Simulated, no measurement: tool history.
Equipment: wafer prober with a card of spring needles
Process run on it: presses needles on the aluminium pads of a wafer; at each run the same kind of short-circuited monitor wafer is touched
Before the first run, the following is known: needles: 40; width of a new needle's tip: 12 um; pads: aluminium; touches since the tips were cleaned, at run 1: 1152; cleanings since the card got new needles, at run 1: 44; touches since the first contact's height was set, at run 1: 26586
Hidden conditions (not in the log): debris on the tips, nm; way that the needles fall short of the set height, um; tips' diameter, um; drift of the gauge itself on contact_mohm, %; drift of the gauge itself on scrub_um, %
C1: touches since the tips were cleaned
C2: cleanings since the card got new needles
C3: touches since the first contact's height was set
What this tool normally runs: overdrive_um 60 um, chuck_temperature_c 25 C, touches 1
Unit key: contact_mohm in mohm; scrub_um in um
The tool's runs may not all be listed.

{"run": 1, "day": 0.0, "overdrive_um": 60, "chuck_temperature_c": 25, "touches": 1, "C1": 1152, "C2": 44, "C3": 26586, "contact_mohm": 133, "scrub_um": 12.37}
{"day": 0.354, "done": "tips cleaned on abrasive film"}
{"day": 0.942, "done": "tips cleaned on abrasive film"}
{"day": 1.417, "done": "tips cleaned on abrasive film"}
{"day": 2.004, "done": "tips cleaned on abrasive film"}
{"run": 2, "day": 2.079, "overdrive_um": 65, "chuck_temperature_c": 25, "touches": 1, "C1": 641, "C2": 48, "C3": 44522, "contact_mohm": 132, "scrub_um": 13.48}
{"day": 2.55, "done": "tips cleaned on abrasive film"}
{"day": 3.138, "done": "tips cleaned on abrasive film"}
{"day": 3.612, "done": "tips cleaned on abrasive film"}
{"run": 3, "day": 3.612, "overdrive_um": 65, "chuck_temperature_c": 25, "touches": 1, "C1": 0, "C2": 51, "C3": 57783, "contact_mohm": 131, "scrub_um": 13.43}
{"day": 4.2, "done": "tips cleaned on abrasive film"}
{"day": 4.675, "done": "tips cleaned on abrasive film"}
{"run": 4, "day": 4.925, "overdrive_um": 65, "chuck_temperature_c": 25, "touches": 1, "C1": 2179, "C2": 53, "C3": 69099, "contact_mohm": 131, "scrub_um": 13.42}
{"day": 5.162, "done": "tips cleaned on abrasive film"}
{"day": 5.729, "done": "tips cleaned on abrasive film"}
{"day": 6.312, "done": "tips cleaned on abrasive film"}
{"day": 6.892, "done": "tips cleaned on abrasive film"}
{"run": 5, "day": 7.238, "overdrive_um": 60, "chuck_temperature_c": 25, "touches": 1, "C1": 3044, "C2": 57, "C3": 89107, "contact_mohm": 132, "scrub_um": 12.44}
{"day": 7.479, "done": "tips cleaned on abrasive film"}
{"day": 8.067, "done": "tips cleaned on abrasive film"}
{"day": 8.654, "done": "tips cleaned on abrasive film"}
{"run": 6, "day": 8.979, "overdrive_um": 60, "chuck_temperature_c": 25, "touches": 1, "C1": 2807, "C2": 60, "C3": 104122, "contact_mohm": 133, "scrub_um": 12.4}
{"day": 9.217, "done": "tips cleaned on abrasive film"}
{"day": 9.688, "done": "tips cleaned on abrasive film"}
{"day": 10.267, "done": "tips cleaned on abrasive film"}
{"day": 10.742, "done": "tips cleaned on abrasive film"}
{"run": 7, "day": 10.792, "overdrive_um": 60, "chuck_temperature_c": 25, "touches": 1, "C1": 463, "C2": 64, "C3": 119775, "contact_mohm": 131, "scrub_um": 12.44}
{"day": 11.267, "done": "tips cleaned on abrasive film"}
{"day": 11.842, "done": "tips cleaned on abrasive film"}
{"day": 12.317, "done": "tips cleaned on abrasive film"}
{"day": 12.904, "done": "tips cleaned on abrasive film"}
{"run": 8, "day": 13.338, "overdrive_um": 60, "chuck_temperature_c": 25, "touches": 2, "C1": 3768, "C2": 68, "C3": 141758, "contact_mohm": 132, "scrub_um": 12.42}
{"day": 13.458, "done": "tips cleaned on abrasive film"}
{"day": 13.929, "done": "tips cleaned on abrasive film"}
{"day": 14.45, "done": "tips cleaned on abrasive film"}
{"run": 9, "day": 14.45, "overdrive_um": 46, "chuck_temperature_c": 25, "touches": 2, "C1": 0, "C2": 71, "C3": 151331, "contact_mohm": 132, "scrub_um": 9.55}
{"day": 15.029, "done": "tips cleaned on abrasive film"}
{"day": 15.617, "done": "tips cleaned on abrasive film"}
{"day": 16.092, "done": "tips cleaned on abrasive film"}
{"run": 10, "day": 16.217, "overdrive_um": 60, "chuck_temperature_c": 25, "touches": 2, "C1": 1107, "C2": 74, "C3": 166610, "contact_mohm": 130, "scrub_um": 12.43}
{"day": 16.571, "done": "tips cleaned on abrasive film"}
{"day": 17.158, "done": "tips cleaned on abrasive film"}
{"day": 17.633, "done": "tips cleaned on abrasive film"}
{"day": 17.996, "done": "height of the first contact set anew"}
{"day": 18.221, "done": "tips cleaned on abrasive film"}
{"run": 11, "day": 18.221, "overdrive_um": 60, "chuck_temperature_c": 25, "touches": 1, "C1": 0, "C2": 78, "C3": 1911, "contact_mohm": 130, "scrub_um": 12.45}
{"day": 18.808, "done": "tips cleaned on abrasive film"}
{"day": 19.392, "done": "tips cleaned on abrasive film"}
{"run": 12, "day": 19.496, "overdrive_um": 60, "chuck_temperature_c": 25, "touches": 2, "C1": 889, "C2": 80, "C3": 12942, "contact_mohm": 133, "scrub_um": 12.46}
{"day": 19.967, "done": "tips cleaned on abrasive film"}
{"day": 20.438, "done": "tips cleaned on abrasive film"}
{"day": 21.029, "done": "tips cleaned on abrasive film"}
{"day": 21.533, "done": "tips cleaned on abrasive film"}
{"run": 13, "day": 21.533, "overdrive_um": 52, "chuck_temperature_c": 63, "touches": 3, "C1": 0, "C2": 84, "C3": 30525, "contact_mohm": 138, "scrub_um": 10.78}
{"day": 22.121, "done": "tips cleaned on abrasive film"}
{"day": 22.708, "done": "tips cleaned on abrasive film"}
{"day": 23.3, "done": "tips cleaned on abrasive film"}
{"run": 14, "day": 23.738, "overdrive_um": 70, "chuck_temperature_c": 25, "touches": 3, "C1": 3813, "C2": 87, "C3": 49598, "contact_mohm": 132, "scrub_um": 14.5}
{"day": 23.858, "done": "tips cleaned on abrasive film"}
{"day": 24.446, "done": "tips cleaned on abrasive film"}
{"day": 24.95, "done": "tips cleaned on abrasive film"}
{"run": 15, "day": 24.95, "overdrive_um": 40, "chuck_temperature_c": 25, "touches": 1, "C1": 0, "C2": 90, "C3": 60050, "contact_mohm": 135, "scrub_um": 8.33}
{"day": 25.425, "done": "tips cleaned on abrasive film"}
{"day": 26.004, "done": "tips cleaned on abrasive film"}
{"day": 26.596, "done": "tips cleaned on abrasive film"}
{"day": 27.179, "done": "tips cleaned on abrasive film"}
{"run": 16, "day": 27.283, "overdrive_um": 70, "chuck_temperature_c": 80, "touches": 1, "C1": 882, "C2": 94, "C3": 80184, "contact_mohm": 138, "scrub_um": 14.43}
{"day": 27.75, "done": "tips cleaned on abrasive film"}
{"day": 28.342, "done": "tips cleaned on abrasive film"}
{"run": 17, "day": 28.579, "overdrive_um": 70, "chuck_temperature_c": 80, "touches": 1, "C1": 2066, "C2": 96, "C3": 91390, "contact_mohm": 141, "scrub_um": 14.5}
{"day": 28.817, "done": "tips cleaned on abrasive film"}
{"day": 29.288, "done": "tips cleaned on abrasive film"}
{"day": 29.875, "done": "tips cleaned on abrasive film"}
{"day": 30.354, "done": "tips cleaned on abrasive film"}
{"run": 18, "day": 30.354, "overdrive_um": 67, "chuck_temperature_c": 77, "touches": 1, "C1": 0, "C2": 100, "C3": 106719, "contact_mohm": 138, "scrub_um": 13.88}
{"day": 30.942, "done": "tips cleaned on abrasive film"}
{"day": 31.412, "done": "tips cleaned on abrasive film"}
{"day": 32.0, "done": "tips cleaned on abrasive film"}
{"day": 32.538, "done": "tips cleaned on abrasive film"}
{"run": 19, "day": 32.538, "overdrive_um": 67, "chuck_temperature_c": 77, "touches": 1, "C1": 0, "C2": 104, "C3": 125551, "contact_mohm": 139, "scrub_um": 13.89}
{"day": 33.117, "done": "tips cleaned on abrasive film"}
{"day": 33.704, "done": "tips cleaned on abrasive film"}
{"day": 34.292, "done": "tips cleaned on abrasive film"}
{"day": 34.767, "done": "tips cleaned on abrasive film"}
{"run": 20, "day": 34.767, "overdrive_um": 48, "chuck_temperature_c": 77, "touches": 1, "C1": 0, "C2": 108, "C3": 144818, "contact_mohm": 143, "scrub_um": 9.91}
{"day": 35.354, "done": "tips cleaned on abrasive film"}
{"day": 35.942, "done": "tips cleaned on abrasive film"}
{"day": 36.525, "done": "tips cleaned on abrasive film"}
{"day": 37.0, "done": "tips cleaned on abrasive film"}
{"run": 21, "day": 37.192, "overdrive_um": 80, "chuck_temperature_c": 42, "touches": 1, "C1": 1691, "C2": 112, "C3": 165773, "contact_mohm": 133, "scrub_um": 16.58}
{"day": 37.538, "done": "tips cleaned on abrasive film"}
{"day": 38.129, "done": "tips cleaned on abrasive film"}
{"day": 38.717, "done": "tips cleaned on abrasive film"}
{"day": 39.054, "done": "height of the first contact set anew"}
{"run": 22, "day": 39.054, "overdrive_um": 46, "chuck_temperature_c": 52, "touches": 1, "C1": 2829, "C2": 115, "C3": 0, "contact_mohm": 136, "scrub_um": 9.53}
{"day": 39.292, "done": "tips cleaned on abrasive film"}
{"day": 39.862, "done": "tips cleaned on abrasive film"}
{"day": 40.446, "done": "tips cleaned on abrasive film"}
{"day": 41.025, "done": "tips cleaned on abrasive film"}
{"day": 41.496, "done": "tips cleaned on abrasive film"}
{"run": 23, "day": 41.496, "overdrive_um": 60, "chuck_temperature_c": 25, "touches": 1, "C1": 0, "C2": 120, "C3": 21079, "contact_mohm": 130, "scrub_um": 12.43}
{"day": 41.971, "done": "tips cleaned on abrasive film"}
{"day": 42.558, "done": "tips cleaned on abrasive film"}
{"run": 24, "day": 42.862, "overdrive_um": 67, "chuck_temperature_c": 51, "touches": 1, "C1": 2642, "C2": 122, "C3": 32878, "contact_mohm": 133, "scrub_um": 13.84}

What if the next run were any one of these 5? Each begins from the tool's condition after run 24:
{"day": 43.1, "done": "tips cleaned on abrasive film"}
{"day": 43.571, "done": "tips cleaned on abrasive film"}
{"day": 44.158, "done": "tips cleaned on abrasive film"}
{"day": 44.75, "done": "tips cleaned on abrasive film"}
{"run": "A", "day": 44.942, "overdrive_um": 53, "chuck_temperature_c": 25, "touches": 1, "C1": 1683, "C2": 126, "C3": 50829, "contact_mohm": "?", "scrub_um": "?"}
{"day": 43.1, "done": "tips cleaned on abrasive film"}
{"day": 43.571, "done": "tips cleaned on abrasive film"}
{"day": 44.158, "done": "tips cleaned on abrasive film"}
{"day": 44.75, "done": "tips cleaned on abrasive film"}
{"run": "B", "day": 44.942, "overdrive_um": 55, "chuck_temperature_c": 51, "touches": 1, "C1": 1683, "C2": 126, "C3": 50829, "contact_mohm": "?", "scrub_um": "?"}
{"day": 43.1, "done": "tips cleaned on abrasive film"}
{"day": 43.571, "done": "tips cleaned on abrasive film"}
{"day": 44.158, "done": "tips cleaned on abrasive film"}
{"day": 44.75, "done": "tips cleaned on abrasive film"}
{"run": "C", "day": 44.942, "overdrive_um": 49, "chuck_temperature_c": 25, "touches": 1, "C1": 1683, "C2": 126, "C3": 50829, "contact_mohm": "?", "scrub_um": "?"}
{"day": 43.1, "done": "tips cleaned on abrasive film"}
{"day": 43.571, "done": "tips cleaned on abrasive film"}
{"day": 44.158, "done": "tips cleaned on abrasive film"}
{"day": 44.75, "done": "tips cleaned on abrasive film"}
{"run": "D", "day": 44.942, "overdrive_um": 67, "chuck_temperature_c": 25, "touches": 1, "C1": 1683, "C2": 126, "C3": 50829, "contact_mohm": "?", "scrub_um": "?"}
{"day": 43.1, "done": "tips cleaned on abrasive film"}
{"day": 43.571, "done": "tips cleaned on abrasive film"}
{"day": 44.158, "done": "tips cleaned on abrasive film"}
{"day": 44.75, "done": "tips cleaned on abrasive film"}
{"run": "E", "day": 44.942, "overdrive_um": 47, "chuck_temperature_c": 33, "touches": 1, "C1": 1683, "C2": 126, "C3": 50829, "contact_mohm": "?", "scrub_um": "?"}

run=A contact_mohm=131 scrub_um=10.97
run=B contact_mohm=136 scrub_um=11.41
run=C contact_mohm=131 scrub_um=10.16
run=D contact_mohm=129 scrub_um=13.86
run=E contact_mohm=132 scrub_um=9.74
What these runs would have given with no unlogged condition in the tool:
run=A contact_mohm=131 scrub_um=10.97
run=B contact_mohm=135 scrub_um=11.41
run=C contact_mohm=131 scrub_um=10.16
run=D contact_mohm=129 scrub_um=13.87
run=E contact_mohm=132 scrub_um=9.75
